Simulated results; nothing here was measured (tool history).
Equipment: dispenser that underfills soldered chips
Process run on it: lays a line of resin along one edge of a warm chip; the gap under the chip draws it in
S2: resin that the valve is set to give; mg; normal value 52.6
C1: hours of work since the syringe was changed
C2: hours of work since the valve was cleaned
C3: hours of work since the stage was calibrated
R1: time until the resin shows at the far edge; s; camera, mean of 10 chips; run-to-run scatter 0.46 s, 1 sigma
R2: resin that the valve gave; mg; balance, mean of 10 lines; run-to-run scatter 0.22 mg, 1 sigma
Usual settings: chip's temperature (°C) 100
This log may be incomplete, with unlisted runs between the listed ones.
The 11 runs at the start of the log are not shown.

At hour 49.1: new syringe of resin.
Run 12, hour 53.2: usual settings; C1 3; C2 10; C3 182. Result: R1 36.3 s, R2 52.38 mg.
Run 13, hour 58.5: usual settings; C1 6; C2 14; C3 185. Result: R1 40.3 s, R2 51.51 mg.
At hour 60.1: new syringe of resin.
Run 14, hour 62.8: usual settings; C1 2; C2 16; C3 188. Result: R1 35.2 s, R2 51.76 mg.
Run 15, hour 67.6: usual settings; C1 5; C2 19; C3 191. Result: R1 38.6 s, R2 51.94 mg.
At hour 71: new syringe of resin.
Run 16, hour 71.8: usual settings; C1 1; C2 22; C3 194. Result: R1 34 s, R2 51.49 mg.
Run 17, hour 75.7: usual settings but S2 55.2 mg; C1 3; C2 25; C3 196. Result: R1 36 s, R2 53.89 mg.
Run 18, hour 81.1: usual settings but S2 55.2 mg; C1 7; C2 28; C3 200. Result: R1 40.2 s, R2 53.7 mg.
At hour 81.7: new syringe of resin.
Run 19, hour 85: usual settings but chip's temperature (°C) 95, S2 64.6 mg; C1 2; C2 31; C3 202. Result: R1 41.8 s, R2 62.86 mg.
Run 20, hour 89.9: usual settings but chip's temperature (°C) 95, S2 64.6 mg; C1 5; C2 34; C3 206. Result: R1 45 s, R2 62.63 mg.
At hour 92.6: new syringe of resin.
Run 21, hour 93.7: usual settings but chip's temperature (°C) 95, S2 64.6 mg; C1 1; C2 36; C3 208. Result: R1 39.4 s, R2 62.76 mg.
Run 22, hour 96.6: usual settings but chip's temperature (°C) 109, S2 44.9 mg; C1 3; C2 38; C3 210. Result: R1 26.1 s, R2 43.49 mg.

For run 23, what comes out?
Run 23, hour 100.9: usual settings but S2 54.9 mg; C1 6; C2 41; C3 213. Result: R1 ?, R2 ?.

{"run 23": {"R1": 38.1, "R2": 52.86}}
Minus the tool's unlogged condition, the same run would have read R1 33.5 s, R2 54.95 mg.
